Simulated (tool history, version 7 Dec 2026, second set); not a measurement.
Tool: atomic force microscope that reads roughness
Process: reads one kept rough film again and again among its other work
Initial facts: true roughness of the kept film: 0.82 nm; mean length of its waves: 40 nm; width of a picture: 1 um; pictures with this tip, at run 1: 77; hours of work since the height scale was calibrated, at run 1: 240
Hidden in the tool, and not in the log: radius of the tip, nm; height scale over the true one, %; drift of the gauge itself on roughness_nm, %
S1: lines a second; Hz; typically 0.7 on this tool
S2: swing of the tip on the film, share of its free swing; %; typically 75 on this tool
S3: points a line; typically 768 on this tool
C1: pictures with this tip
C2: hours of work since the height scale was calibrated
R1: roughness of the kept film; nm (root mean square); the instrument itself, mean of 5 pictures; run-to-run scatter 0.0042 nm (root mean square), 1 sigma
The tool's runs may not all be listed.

{"run": 1, "day": 0.0, "S1": 0.7, "S2": 75, "S3": 768, "C1": 77, "C2": 240, "R1": 0.746}
{"day": 0.996, "done": "new tip fitted"}
{"run": 2, "day": 0.996, "S1": 0.7, "S2": 75, "S3": 768, "C1": 0, "C2": 252, "R1": 0.773}
{"run": 3, "day": 1.908, "S1": 0.7, "S2": 75, "S3": 768, "C1": 29, "C2": 263, "R1": 0.762}
{"run": 4, "day": 2.95, "S1": 0.7, "S2": 75, "S3": 768, "C1": 63, "C2": 276, "R1": 0.753}
{"run": 5, "day": 3.808, "S1": 0.7, "S2": 75, "S3": 768, "C1": 90, "C2": 287, "R1": 0.741}
{"day": 4.367, "done": "new tip fitted"}
{"run": 6, "day": 4.638, "S1": 0.7, "S2": 75, "S3": 288, "C1": 9, "C2": 297, "R1": 0.764}
{"run": 7, "day": 5.712, "S1": 0.7, "S2": 75, "S3": 374, "C1": 44, "C2": 311, "R1": 0.764}
{"run": 8, "day": 6.496, "S1": 1.031, "S2": 75, "S3": 768, "C1": 69, "C2": 321, "R1": 0.73}
{"run": 9, "day": 7.271, "S1": 1.031, "S2": 75, "S3": 448, "C1": 94, "C2": 331, "R1": 0.727}
{"day": 7.683, "done": "new tip fitted"}
{"run": 10, "day": 8.117, "S1": 0.53, "S2": 79, "S3": 589, "C1": 14, "C2": 341, "R1": 0.782}
{"run": 11, "day": 8.733, "S1": 0.7, "S2": 67, "S3": 768, "C1": 34, "C2": 349, "R1": 0.776}
{"run": 12, "day": 10.025, "S1": 0.682, "S2": 71, "S3": 340, "C1": 76, "C2": 365, "R1": 0.759}
{"run": 13, "day": 10.883, "S1": 0.682, "S2": 71, "S3": 340, "C1": 103, "C2": 376, "R1": 0.746}

Predict the results of run 14:
{"day": 10.992, "done": "new tip fitted"}
{"run": 14, "day": 12.146, "S1": 0.832, "S2": 83, "S3": 342, "C1": 37, "C2": 391, "R1": "?"}

{"run 14": {"R1": 0.724}}
Without the tool's hidden state the same run would have given R1 0.73 nm (root mean square).
